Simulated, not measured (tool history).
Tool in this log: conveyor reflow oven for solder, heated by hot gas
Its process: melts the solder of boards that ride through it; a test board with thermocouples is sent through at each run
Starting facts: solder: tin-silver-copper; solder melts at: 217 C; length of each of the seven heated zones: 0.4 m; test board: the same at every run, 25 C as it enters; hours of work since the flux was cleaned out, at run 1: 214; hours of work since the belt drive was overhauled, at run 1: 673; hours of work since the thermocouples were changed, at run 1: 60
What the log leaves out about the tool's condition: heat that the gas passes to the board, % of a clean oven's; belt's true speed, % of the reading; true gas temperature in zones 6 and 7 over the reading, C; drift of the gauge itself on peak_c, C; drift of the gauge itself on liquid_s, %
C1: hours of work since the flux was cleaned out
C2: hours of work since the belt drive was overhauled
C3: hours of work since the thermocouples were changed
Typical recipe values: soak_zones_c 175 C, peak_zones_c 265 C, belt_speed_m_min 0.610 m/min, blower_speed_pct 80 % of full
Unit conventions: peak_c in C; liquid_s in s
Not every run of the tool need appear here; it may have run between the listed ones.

{"run": 1, "day": 0.0, "soak_zones_c": 175, "peak_zones_c": 265, "belt_speed_m_min": 0.61, "blower_speed_pct": 80, "C1": 214, "C2": 673, "C3": 60, "peak_c": 246.1, "liquid_s": 54.0}
{"run": 2, "day": 1.433, "soak_zones_c": 180, "peak_zones_c": 265, "belt_speed_m_min": 0.61, "blower_speed_pct": 80, "C1": 235, "C2": 694, "C3": 80, "peak_c": 247.2, "liquid_s": 57.0}
{"run": 3, "day": 3.421, "soak_zones_c": 180, "peak_zones_c": 265, "belt_speed_m_min": 0.61, "blower_speed_pct": 80, "C1": 264, "C2": 723, "C3": 109, "peak_c": 246.7, "liquid_s": 56.5}
{"run": 4, "day": 5.475, "soak_zones_c": 180, "peak_zones_c": 265, "belt_speed_m_min": 0.61, "blower_speed_pct": 80, "C1": 294, "C2": 753, "C3": 139, "peak_c": 246.9, "liquid_s": 56.1}
{"run": 5, "day": 6.912, "soak_zones_c": 180, "peak_zones_c": 269, "belt_speed_m_min": 0.61, "blower_speed_pct": 80, "C1": 315, "C2": 773, "C3": 160, "peak_c": 249.5, "liquid_s": 58.7}
{"run": 6, "day": 9.121, "soak_zones_c": 175, "peak_zones_c": 265, "belt_speed_m_min": 0.61, "blower_speed_pct": 80, "C1": 347, "C2": 806, "C3": 192, "peak_c": 245.2, "liquid_s": 52.6}
{"day": 10.154, "done": "flux residue cleaned out of gas plates and filters"}
{"run": 7, "day": 10.954, "soak_zones_c": 175, "peak_zones_c": 265, "belt_speed_m_min": 0.61, "blower_speed_pct": 80, "C1": 12, "C2": 829, "C3": 216, "peak_c": 247.1, "liquid_s": 55.0}
{"run": 8, "day": 12.25, "soak_zones_c": 175, "peak_zones_c": 265, "belt_speed_m_min": 0.61, "blower_speed_pct": 90, "C1": 30, "C2": 848, "C3": 235, "peak_c": 249.2, "liquid_s": 57.2}
{"run": 9, "day": 14.929, "soak_zones_c": 175, "peak_zones_c": 265, "belt_speed_m_min": 0.61, "blower_speed_pct": 90, "C1": 69, "C2": 887, "C3": 274, "peak_c": 248.9, "liquid_s": 56.9}
{"run": 10, "day": 17.167, "soak_zones_c": 175, "peak_zones_c": 265, "belt_speed_m_min": 0.61, "blower_speed_pct": 90, "C1": 102, "C2": 919, "C3": 306, "peak_c": 249.1, "liquid_s": 57.3}
{"run": 11, "day": 19.012, "soak_zones_c": 175, "peak_zones_c": 265, "belt_speed_m_min": 0.61, "blower_speed_pct": 90, "C1": 129, "C2": 946, "C3": 333, "peak_c": 248.4, "liquid_s": 56.8}
{"run": 12, "day": 21.925, "soak_zones_c": 175, "peak_zones_c": 265, "belt_speed_m_min": 0.61, "blower_speed_pct": 80, "C1": 171, "C2": 989, "C3": 375, "peak_c": 246.3, "liquid_s": 54.2}
{"run": 13, "day": 24.488, "soak_zones_c": 175, "peak_zones_c": 268, "belt_speed_m_min": 0.61, "blower_speed_pct": 80, "C1": 208, "C2": 1026, "C3": 412, "peak_c": 248.1, "liquid_s": 56.0}
{"run": 14, "day": 27.171, "soak_zones_c": 175, "peak_zones_c": 265, "belt_speed_m_min": 0.61, "blower_speed_pct": 80, "C1": 247, "C2": 1065, "C3": 451, "peak_c": 245.7, "liquid_s": 53.6}
{"day": 28.2, "done": "belt drive overhauled, speed set with a stopwatch"}
{"run": 15, "day": 29.792, "soak_zones_c": 175, "peak_zones_c": 265, "belt_speed_m_min": 0.61, "blower_speed_pct": 72, "C1": 283, "C2": 23, "C3": 487, "peak_c": 243.0, "liquid_s": 49.2}
{"run": 16, "day": 32.354, "soak_zones_c": 175, "peak_zones_c": 265, "belt_speed_m_min": 0.61, "blower_speed_pct": 72, "C1": 320, "C2": 60, "C3": 524, "peak_c": 242.6, "liquid_s": 48.9}
{"run": 17, "day": 33.821, "soak_zones_c": 188, "peak_zones_c": 267, "belt_speed_m_min": 0.61, "blower_speed_pct": 75, "C1": 341, "C2": 82, "C3": 546, "peak_c": 247.6, "liquid_s": 59.3}
{"day": 35.283, "done": "flux residue cleaned out of gas plates and filters"}
{"run": 18, "day": 35.329, "soak_zones_c": 175, "peak_zones_c": 276, "belt_speed_m_min": 0.609, "blower_speed_pct": 80, "C1": 1, "C2": 101, "C3": 565, "peak_c": 255.5, "liquid_s": 60.7}
{"run": 19, "day": 38.017, "soak_zones_c": 187, "peak_zones_c": 265, "belt_speed_m_min": 0.61, "blower_speed_pct": 80, "C1": 40, "C2": 140, "C3": 604, "peak_c": 248.3, "liquid_s": 60.7}
{"run": 20, "day": 41.071, "soak_zones_c": 187, "peak_zones_c": 265, "belt_speed_m_min": 0.61, "blower_speed_pct": 80, "C1": 84, "C2": 184, "C3": 648, "peak_c": 248.2, "liquid_s": 60.5}
{"run": 21, "day": 43.85, "soak_zones_c": 175, "peak_zones_c": 265, "belt_speed_m_min": 0.681, "blower_speed_pct": 80, "C1": 124, "C2": 224, "C3": 688, "peak_c": 241.6, "liquid_s": 42.9}
{"run": 22, "day": 45.2, "soak_zones_c": 175, "peak_zones_c": 265, "belt_speed_m_min": 0.681, "blower_speed_pct": 80, "C1": 144, "C2": 244, "C3": 708, "peak_c": 241.8, "liquid_s": 42.4}
{"run": 23, "day": 47.792, "soak_zones_c": 188, "peak_zones_c": 264, "belt_speed_m_min": 0.582, "blower_speed_pct": 73, "C1": 182, "C2": 282, "C3": 746, "peak_c": 246.9, "liquid_s": 62.6}
{"run": 24, "day": 49.196, "soak_zones_c": 188, "peak_zones_c": 264, "belt_speed_m_min": 0.582, "blower_speed_pct": 73, "C1": 202, "C2": 302, "C3": 766, "peak_c": 247.0, "liquid_s": 63.0}
{"run": 25, "day": 52.142, "soak_zones_c": 165, "peak_zones_c": 265, "belt_speed_m_min": 0.541, "blower_speed_pct": 68, "C1": 245, "C2": 345, "C3": 809, "peak_c": 243.5, "liquid_s": 54.1}
{"run": 26, "day": 54.35, "soak_zones_c": 165, "peak_zones_c": 268, "belt_speed_m_min": 0.541, "blower_speed_pct": 64, "C1": 277, "C2": 377, "C3": 841, "peak_c": 245.2, "liquid_s": 54.8}
{"run": 27, "day": 56.838, "soak_zones_c": 165, "peak_zones_c": 268, "belt_speed_m_min": 0.541, "blower_speed_pct": 64, "C1": 313, "C2": 413, "C3": 877, "peak_c": 244.9, "liquid_s": 54.8}
{"day": 60.062, "done": "flux residue cleaned out of gas plates and filters"}
{"run": 28, "day": 60.167, "soak_zones_c": 171, "peak_zones_c": 276, "belt_speed_m_min": 0.61, "blower_speed_pct": 80, "C1": 1, "C2": 458, "C3": 922, "peak_c": 254.3, "liquid_s": 58.8}
{"run": 29, "day": 63.042, "soak_zones_c": 176, "peak_zones_c": 277, "belt_speed_m_min": 0.567, "blower_speed_pct": 65, "C1": 43, "C2": 500, "C3": 964, "peak_c": 254.6, "liquid_s": 64.9}
{"run": 30, "day": 65.458, "soak_zones_c": 172, "peak_zones_c": 259, "belt_speed_m_min": 0.6, "blower_speed_pct": 53, "C1": 78, "C2": 535, "C3": 999, "peak_c": 232.7, "liquid_s": 35.0}

Predict each of these 4 candidate next runs independently; none follows another, all start after run 30:
{"run": "A", "day": 67.546, "soak_zones_c": 172, "peak_zones_c": 277, "belt_speed_m_min": 0.718, "blower_speed_pct": 53, "C1": 109, "C2": 566, "C3": 1030, "peak_c": "?", "liquid_s": "?"}
{"run": "B", "day": 67.546, "soak_zones_c": 162, "peak_zones_c": 265, "belt_speed_m_min": 0.49, "blower_speed_pct": 52, "C1": 109, "C2": 566, "C3": 1030, "peak_c": "?", "liquid_s": "?"}
{"run": "C", "day": 67.546, "soak_zones_c": 172, "peak_zones_c": 259, "belt_speed_m_min": 0.674, "blower_speed_pct": 84, "C1": 109, "C2": 566, "C3": 1030, "peak_c": "?", "liquid_s": "?"}
{"run": "D", "day": 67.546, "soak_zones_c": 185, "peak_zones_c": 259, "belt_speed_m_min": 0.6, "blower_speed_pct": 53, "C1": 109, "C2": 566, "C3": 1030, "peak_c": "?", "liquid_s": "?"}

run=A peak_c=237.6 liquid_s=32.7
run=B peak_c=242.3 liquid_s=56.8
run=C peak_c=237.3 liquid_s=38.9
run=D peak_c=236.0 liquid_s=45.1
What these runs would have given with no unlogged condition in the tool:
run=A peak_c=238.9 liquid_s=33.7
run=B peak_c=243.6 liquid_s=57.9
run=C peak_c=238.8 liquid_s=40.3
run=D peak_c=237.3 liquid_s=46.4
